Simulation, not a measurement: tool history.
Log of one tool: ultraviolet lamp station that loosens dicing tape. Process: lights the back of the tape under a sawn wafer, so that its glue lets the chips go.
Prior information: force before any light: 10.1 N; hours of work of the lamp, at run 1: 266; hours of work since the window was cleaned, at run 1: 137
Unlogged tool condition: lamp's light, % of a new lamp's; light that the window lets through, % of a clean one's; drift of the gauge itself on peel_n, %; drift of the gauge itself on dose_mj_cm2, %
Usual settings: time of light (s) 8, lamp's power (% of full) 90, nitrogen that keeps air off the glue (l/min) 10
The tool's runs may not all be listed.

run	hour	time of light (s)	lamp's power (% of full)	nitrogen that keeps air off the glue (l/min)	hours of work of the lamp	hours of work since the window was cleaned	force that peels the tape off (N)	light that reached the tape (J/m2)
1	0	8	90	10	266	137	0.233	2310
2	10.7	8	75	10	274	145	0.398	1860
3	19.8	8	90	4	280	151	0.463	2300
4	35	8	90	10	291	162	0.241	2230
5	46.9	8	90	10	299	170	0.245	2310
6	58.6	6	90	10	307	178	0.517	1710
7	69.9	6	90	10	315	186	0.504	1690
8	80.2	6	90	10	322	193	0.52	1690
9	94.6	6	90	10	332	203	0.508	1700
10	106.9	12	96	10	341	212	0.106	3610
11	122.1	7	67	6	351	222	1.008	1480
12	136.9	7	67	6	361	232	1.001	1500
13	144.7	7	70	5	367	238	1.011	1550
14	152.6	7	70	5	372	243	1.011	1550
15	168.1	7	70	5	383	254	1.009	1560
# hour 172.2: window cleaned of glue's vapour
16	184.1	12	70	5	394	8	0.245	2690
17	194.9	8	61	6	401	16	0.911	1520
18	209.3	8	74	4	411	26	0.769	1920

Branching from run 18: 3 alternative next runs. What would each branch give?
A	216.6	8	90	10	417	31	?	?
B	216.6	5	92	5	417	31	?	?
C	216.6	11	74	16	417	31	?	?

run	force that peels the tape off (N)	light that reached the tape (J/m2)
A	0.237	2260
B	1.182	1470
C	0.144	2600
Without the tool's hidden state the same runs would have given:
run	force that peels the tape off (N)	light that reached the tape (J/m2)
A	0.236	2260
B	1.177	1470
C	0.143	2610
